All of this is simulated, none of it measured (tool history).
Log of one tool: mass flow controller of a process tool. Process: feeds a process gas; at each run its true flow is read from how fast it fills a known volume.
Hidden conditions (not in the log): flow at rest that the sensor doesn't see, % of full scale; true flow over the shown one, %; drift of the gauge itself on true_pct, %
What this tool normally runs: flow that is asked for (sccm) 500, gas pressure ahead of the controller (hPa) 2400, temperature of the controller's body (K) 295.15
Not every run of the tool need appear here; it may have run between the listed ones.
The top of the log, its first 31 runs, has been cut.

| run | hour | flow that is asked for (sccm) | gas pressure ahead of the controller (hPa) | temperature of the controller's body (K) | hours of work since the controller was set to zero | hours of work since the controller was changed | true flow (%) |
|---|---|---|---|---|---|---|---|
| 32 | 10880.4 | 128 | 2120 | 310.15 | 6240 | 6240 | 92.10 |
| 33 | 11216.4 | 212 | 1500 | 309.15 | 6351 | 6351 | 94.50 |
| 34 | 11531.1 | 212 | 1500 | 309.15 | 6454 | 6454 | 94.38 |
| 35 | 11764.8 | 212 | 1640 | 298.15 | 6531 | 6531 | 93.31 |
| 36 | 12148.2 | 212 | 1640 | 298.15 | 6657 | 6657 | 93.14 |
| 37 | 12589.0 | 109 | 1550 | 309.15 | 6802 | 6802 | 90.17 |
| 38 | 12800.7 | 261 | 1650 | 298.15 | 6872 | 6872 | 94.08 |
| 39 | 13171.5 | 261 | 1650 | 298.15 | 6993 | 6993 | 93.91 |
| 40 | 13376.7 | 261 | 2190 | 304.15 | 7061 | 7061 | 94.45 |

4 ways to go on from here, each from the tool as it stands after run 40. What would each give?
| A | 13687.3 | 403 | 2130 | 305.15 | 7163 | 7163 | ? |
| B | 13687.3 | 204 | 1830 | 307.15 | 7163 | 7163 | ? |
| C | 13687.3 | 142 | 1840 | 313.15 | 7163 | 7163 | ? |
| D | 13687.3 | 500 | 1610 | 295.15 | 7163 | 7163 | ? |

| run | true flow (%) |
|---|---|
| A | 95.96 |
| B | 93.51 |
| C | 91.97 |
| D | 95.58 |
With the hidden condition removed and each run's random variation left untouched, the same runs would have given:
| run | true flow (%) |
|---|---|
| A | 99.65 |
| B | 99.40 |
| C | 99.80 |
| D | 98.83 |

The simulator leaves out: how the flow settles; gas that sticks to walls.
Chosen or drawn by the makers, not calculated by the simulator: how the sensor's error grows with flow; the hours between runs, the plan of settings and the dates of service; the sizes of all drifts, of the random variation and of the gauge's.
